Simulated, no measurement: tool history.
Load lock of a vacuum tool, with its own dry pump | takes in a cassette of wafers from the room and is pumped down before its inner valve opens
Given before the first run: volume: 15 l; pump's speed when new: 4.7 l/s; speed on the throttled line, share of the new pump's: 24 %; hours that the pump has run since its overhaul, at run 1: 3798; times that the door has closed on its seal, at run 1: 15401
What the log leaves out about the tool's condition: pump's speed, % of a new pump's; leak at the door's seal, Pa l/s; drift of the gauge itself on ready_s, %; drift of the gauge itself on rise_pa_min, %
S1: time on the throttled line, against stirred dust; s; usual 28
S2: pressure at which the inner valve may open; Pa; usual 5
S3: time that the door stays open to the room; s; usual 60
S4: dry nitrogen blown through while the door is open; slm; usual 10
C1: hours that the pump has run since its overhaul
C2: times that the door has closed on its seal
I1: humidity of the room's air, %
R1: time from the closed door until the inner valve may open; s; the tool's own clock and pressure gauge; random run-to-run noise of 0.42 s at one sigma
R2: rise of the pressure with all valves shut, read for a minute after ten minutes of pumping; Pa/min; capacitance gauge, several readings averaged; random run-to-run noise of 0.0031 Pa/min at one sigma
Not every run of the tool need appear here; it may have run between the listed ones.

run    hour  S1  S2  S3  S4    C1     C2    I1    R1     R2
  1     0.0  28   5  60  10  3798  15401  44.3  54.1  0.061
  2   158.8  28   5  60  10  3957  15735  46.5  53.8  0.068
  3   267.8  28   5  60  10  4066  15964  46.2  53.3  0.067
  4   398.4  28   5  60  10  4196  16238  45.8  53.3  0.071
  5   563.7  28   5  60  10  4362  16586  45.3  53.7  0.065
  6   775.3  28   5  60  10  4573  17031  44.0  53.5  0.064
  7   988.5  28   5  60  10  4787  17479  42.6  53.0  0.061
  8  1098.3  28   9  91  10  4896  17710  41.5  51.5  0.075
  9  1261.7  28   9  91  10  5060  18054  45.9  51.9  0.078
 10  1446.1  28   9  91  10  5244  18441  43.9  52.0  0.072
 11  1653.8  28   5  34  10  5452  18878  45.7  54.1  0.057

Predict each of these 5 candidate next runs independently; none follows another, all start after run 11:
  A  1858.0  24   6  42  10  5656  19308  45.5   ?   ?
  B  1858.0  28   5  60  10  5656  19308  42.8   ?   ?
  C  1858.0  28   4  98  27  5656  19308  46.7   ?   ?
  D  1858.0  28   5  99   5  5656  19308  48.1   ?   ?
  E  1858.0  28   5  60  15  5656  19308  47.9   ?   ?

run    R1     R2
  A  49.4  0.056
  B  53.3  0.065
  C  54.1  0.053
  D  53.9  0.100
  E  54.4  0.058
What these runs would have given with no unlogged condition in the tool:
run    R1     R2
  A  49.4  0.056
  B  53.3  0.065
  C  54.1  0.053
  D  53.9  0.100
  E  54.4  0.058
